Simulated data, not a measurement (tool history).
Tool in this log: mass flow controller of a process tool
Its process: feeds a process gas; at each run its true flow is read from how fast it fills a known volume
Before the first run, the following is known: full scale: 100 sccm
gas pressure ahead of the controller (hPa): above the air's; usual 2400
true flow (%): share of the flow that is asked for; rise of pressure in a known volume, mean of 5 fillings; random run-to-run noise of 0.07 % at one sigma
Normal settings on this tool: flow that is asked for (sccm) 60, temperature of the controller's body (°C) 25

| run | hour | flow that is asked for (sccm) | gas pressure ahead of the controller (hPa) | temperature of the controller's body (°C) | true flow (%) |
|---|---|---|---|---|---|
| 1 | 0.0 | 60 | 2400 | 25 | 98.95 |
| 2 | 474.0 | 60 | 2400 | 35 | 97.84 |
| 3 | 810.4 | 60 | 2400 | 35 | 97.89 |
| 4 | 1125.6 | 60 | 2400 | 25 | 98.89 |
| 5 | 1590.4 | 60 | 2400 | 25 | 99.14 |
| 6 | 2071.0 | 60 | 2400 | 25 | 99.23 |
| 7 | 2354.1 | 60 | 2400 | 25 | 99.34 |
| 8 | 2674.9 | 60 | 2400 | 25 | 99.42 |
| 9 | 2936.7 | 60 | 2400 | 25 | 99.40 |
| 10 | 3426.7 | 60 | 2400 | 25 | 99.61 |
| 11 | 3668.0 | 60 | 2400 | 25 | 99.63 |
| 12 | 3901.6 | 60 | 2400 | 25 | 99.62 |
| 13 | 4311.9 | 60 | 2400 | 25 | 99.58 |
| 14 | 4565.7 | 60 | 2400 | 25 | 99.63 |
| 15 | 4781.4 | 37 | 2400 | 25 | 99.20 |
| 16 | 5161.4 | 37 | 2400 | 25 | 99.21 |
| 17 | 5496.1 | 99 | 1600 | 24 | 101.19 |
| 18 | 5881.0 | 99 | 1600 | 24 | 101.22 |
| 19 | 6329.6 | 98 | 1600 | 23 | 101.27 |
| 20 | 6742.4 | 98 | 1600 | 23 | 100.16 |
| 21 | 6973.6 | 40 | 2290 | 23 | 98.79 |
| 22 | 7288.9 | 40 | 2290 | 31 | 97.98 |
| 23 | 7681.9 | 15 | 1660 | 31 | 98.00 |
| 24 | 7912.5 | 31 | 1720 | 40 | 97.08 |
| 25 | 8384.7 | 60 | 2300 | 21 | 99.79 |
| 26 | 8837.2 | 19 | 1940 | 23 | 98.96 |
| 27 | 9223.9 | 22 | 2140 | 37 | 97.28 |
| 28 | 9489.9 | 22 | 2140 | 37 | 97.34 |
| 29 | 9690.6 | 22 | 2140 | 37 | 97.48 |
| 30 | 10018.6 | 21 | 2440 | 38 | 97.03 |
| 31 | 10405.1 | 15 | 1810 | 30 | 98.28 |

Not shown here: 1 entry made in the log between runs. Locate each between two listed runs and compare the hidden state at the listed run before it with the hidden state at the listed run after it:
From run 19 to run 20: gauge calibrated (hour 6714.2)
  drift of the gauge itself on true_pct, %: 0.98 -> 0
  measured result minus the result with no hidden state, true flow (%): +0.95 -> -0.03

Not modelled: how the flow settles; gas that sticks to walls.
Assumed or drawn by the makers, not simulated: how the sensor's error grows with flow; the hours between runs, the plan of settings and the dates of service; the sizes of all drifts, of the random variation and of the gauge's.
